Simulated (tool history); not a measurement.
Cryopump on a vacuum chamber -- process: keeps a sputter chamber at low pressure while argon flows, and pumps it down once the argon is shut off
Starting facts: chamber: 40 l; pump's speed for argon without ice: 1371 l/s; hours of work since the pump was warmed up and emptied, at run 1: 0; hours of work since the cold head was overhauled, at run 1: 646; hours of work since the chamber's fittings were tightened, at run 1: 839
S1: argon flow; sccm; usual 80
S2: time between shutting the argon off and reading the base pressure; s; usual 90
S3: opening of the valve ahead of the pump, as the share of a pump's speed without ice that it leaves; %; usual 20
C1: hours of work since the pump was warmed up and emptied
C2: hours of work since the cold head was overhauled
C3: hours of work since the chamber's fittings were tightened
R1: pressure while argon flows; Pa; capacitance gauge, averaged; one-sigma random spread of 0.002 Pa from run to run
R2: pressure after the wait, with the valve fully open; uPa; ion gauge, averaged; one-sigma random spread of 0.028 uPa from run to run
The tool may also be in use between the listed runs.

run,hour,S1,S2,S3,C1,C2,C3,R1,R2
1,0.0,80,90,20,0,646,839,0.4948,1.81
2,124.6,80,90,20,80,726,920,0.5020,1.90
3,186.5,80,90,20,120,766,960,0.5000,1.92
4,266.6,80,90,20,172,818,1011,0.5032,2.00
5,343.4,80,90,20,221,867,1061,0.5062,2.02
6,408.2,90,90,20,263,909,1103,0.5706,2.04
7,461.9,80,149,20,298,944,1137,0.5082,1.73
8,580.7,80,90,18,374,1020,1214,0.5689,2.20
9,663.9,80,90,18,428,1074,1267,0.5728,2.34
10,747.9,80,90,20,482,1128,1322,0.5183,2.37
11,845.0,123,90,20,545,1191,1384,0.8036,2.34
12,922.8,123,90,20,595,1241,1434,0.8051,2.54
# hour 1006.3: pump warmed up, emptied and cooled again
13,1058.7,80,149,20,34,1325,1519,0.4941,1.80
14,1153.6,80,149,20,95,1386,1580,0.4980,1.85
15,1262.2,80,149,20,165,1456,1650,0.5012,1.95
16,1344.1,80,149,20,218,1509,1703,0.5026,2.05
17,1435.6,80,149,20,277,1568,1762,0.5061,2.11
18,1566.5,91,192,46,361,1653,1846,0.2635,1.99
19,1625.6,119,90,20,399,1691,1884,0.7625,2.68
20,1716.2,143,41,36,458,1749,1943,0.5313,4.17
21,1823.8,111,90,25,527,1819,2012,0.5918,2.98
22,1881.6,111,90,25,564,1856,2049,0.5927,3.02
23,1976.3,111,90,25,625,1917,2110,0.5921,3.11
# hour 2019.1: pump warmed up, emptied and cooled again
24,2102.8,52,25,18,54,1995,2189,0.3570,5.70
25,2232.5,52,25,18,138,2079,2272,0.3628,5.79
26,2316.5,84,34,29,192,2133,2327,0.3686,4.63
27,2407.3,95,49,53,250,2192,2385,0.2372,4.00
28,2533.4,70,90,20,332,2273,2466,0.4452,3.01

Run 29 is up next; what results do you expect?
29,2620.8,70,69,33,388,2329,2523,?,?

Run 29 yielded R1 0.2804 Pa, R2 3.56 uPa.
Without the tool's hidden state the same run would have given R1 0.2621 Pa, R2 1.69 uPa.
